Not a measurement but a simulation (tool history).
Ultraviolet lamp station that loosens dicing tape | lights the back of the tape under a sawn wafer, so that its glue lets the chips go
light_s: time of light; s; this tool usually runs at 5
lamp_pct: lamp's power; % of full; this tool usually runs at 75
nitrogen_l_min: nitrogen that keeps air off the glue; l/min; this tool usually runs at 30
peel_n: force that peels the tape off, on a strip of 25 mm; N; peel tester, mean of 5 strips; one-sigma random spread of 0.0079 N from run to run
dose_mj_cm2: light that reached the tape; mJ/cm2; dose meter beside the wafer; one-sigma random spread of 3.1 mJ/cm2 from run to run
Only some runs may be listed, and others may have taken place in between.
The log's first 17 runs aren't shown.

| run | hour | light_s | lamp_pct | nitrogen_l_min | hours of work of the lamp | hours of work since the window was cleaned | peel_n | dose_mj_cm2 |
|---|---|---|---|---|---|---|---|---|
| 18 | 171 | 5 | 85 | 30 | 322 | 293 | 0.333 | 446 |
| 19 | 182.8 | 9 | 85 | 30 | 331 | 302 | 0.219 | 803 |
| 20 | 191.7 | 7 | 75 | 30 | 338 | 309 | 0.269 | 546 |
| 21 | 197.5 | 7 | 75 | 30 | 343 | 313 | 0.265 | 550 |
| 22 | 206.4 | 7 | 75 | 30 | 350 | 320 | 0.267 | 537 |
| 23 | 216.5 | 4 | 63 | 42 | 358 | 328 | 0.597 | 256 |
| 24 | 226.9 | 5 | 75 | 22 | 366 | 337 | 0.501 | 384 |
| 25 | 235.4 | 5 | 85 | 27 | 373 | 343 | 0.358 | 436 |
| 26 | 242.1 | 5 | 85 | 27 | 378 | 349 | 0.364 | 437 |
| 27 | 253.9 | 2 | 75 | 10 | 387 | 358 | 2.29 | 151 |
| 28 | 259.7 | 2 | 75 | 10 | 392 | 363 | 2.32 | 151 |
| 29 | 270.1 | 5 | 81 | 30 | 400 | 371 | 0.374 | 405 |
| 30 | 279.2 | 3 | 97 | 30 | 407 | 378 | 0.614 | 293 |
| 31 | 289.7 | 2 | 97 | 30 | 415 | 386 | 1.108 | 197 |
| 32 | 300.5 | 7 | 97 | 12 | 424 | 395 | 0.317 | 675 |
| 33 | 312.1 | 6 | 75 | 17 | 433 | 404 | 0.475 | 444 |
| 34 | 318 | 5 | 75 | 13 | 438 | 408 | 0.752 | 372 |
| 35 | 330.1 | 8 | 96 | 10 | 447 | 418 | 0.298 | 755 |
| 36 | 336.6 | 8 | 96 | 10 | 452 | 423 | 0.328 | 752 |
| 37 | 344.6 | 5 | 87 | 30 | 459 | 429 | 0.35 | 424 |
| 38 | 352.6 | 3 | 78 | 30 | 465 | 436 | 0.913 | 230 |
| 39 | 360.2 | 3 | 78 | 30 | 471 | 442 | 0.931 | 229 |
| 40 | 369.6 | 8 | 78 | 48 | 478 | 449 | 0.231 | 602 |
| 41 | 379.4 | 8 | 78 | 48 | 486 | 457 | 0.226 | 599 |
| 42 | 387 | 8 | 78 | 48 | 492 | 463 | 0.235 | 598 |

4 ways to go on from here, each from the tool as it stands after run 42. What would each give?
| A | 398.6 | 3 | 78 | 48 | 501 | 472 | ? | ? |
| B | 398.6 | 3 | 73 | 20 | 501 | 472 | ? | ? |
| C | 398.6 | 8 | 62 | 19 | 501 | 472 | ? | ? |
| D | 398.6 | 7 | 99 | 48 | 501 | 472 | ? | ? |

| run | peel_n | dose_mj_cm2 |
|---|---|---|
| A | 0.735 | 218 |
| B | 1.337 | 208 |
| C | 0.388 | 463 |
| D | 0.222 | 652 |
With the hidden condition removed and each run's random variation left untouched, the same runs would have given:
| run | peel_n | dose_mj_cm2 |
|---|---|---|
| A | 0.454 | 297 |
| B | 0.893 | 282 |
| C | 0.266 | 629 |
| D | 0.215 | 885 |

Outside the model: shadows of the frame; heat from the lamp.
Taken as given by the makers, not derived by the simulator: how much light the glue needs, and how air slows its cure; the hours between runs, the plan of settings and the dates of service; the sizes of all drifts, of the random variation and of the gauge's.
